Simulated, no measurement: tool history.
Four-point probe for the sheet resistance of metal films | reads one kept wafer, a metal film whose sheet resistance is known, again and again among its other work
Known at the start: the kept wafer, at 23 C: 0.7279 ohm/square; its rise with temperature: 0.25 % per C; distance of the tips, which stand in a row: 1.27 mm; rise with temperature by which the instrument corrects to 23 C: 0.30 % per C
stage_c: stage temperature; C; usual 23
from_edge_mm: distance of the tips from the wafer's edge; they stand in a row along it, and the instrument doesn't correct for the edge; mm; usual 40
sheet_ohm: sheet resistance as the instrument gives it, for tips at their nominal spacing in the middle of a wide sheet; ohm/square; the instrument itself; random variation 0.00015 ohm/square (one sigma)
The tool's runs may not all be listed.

run   hour  stage_c  from_edge_mm  sheet_ohm
  1    0.0       23            40   0.730067
  2   14.5       23            40   0.729878
  3   30.7       23            14   0.732803
  4   43.5       23            14   0.732998
  5   64.3       23            40   0.730146
  6   78.4       23            40   0.729919
  7   94.5       23            40   0.730005
  8  107.7       23            40   0.730006
  9  125.7       26             6   0.745982
 10  143.8       26             6   0.745534
 11  152.4       26             6   0.745579
 12  172.6       22             9   0.737629
 13  185.2       22            46   0.729847
 14  202.8       22            20   0.731395

4 ways to go on from here, each from the tool as it stands after run 14. What would each give?
  A  213.7       22            18          ?
  B  213.7       33             4          ?
  C  213.7       35            57          ?
  D  213.7       31            20          ?

run  sheet_ohm
  A   0.731919
  B   0.763105
  C   0.725500
  D   0.727963
Without the tool's hidden state the same runs would have given:
run  sheet_ohm
  A   0.730398
  B   0.761557
  C   0.724033
  D   0.726479

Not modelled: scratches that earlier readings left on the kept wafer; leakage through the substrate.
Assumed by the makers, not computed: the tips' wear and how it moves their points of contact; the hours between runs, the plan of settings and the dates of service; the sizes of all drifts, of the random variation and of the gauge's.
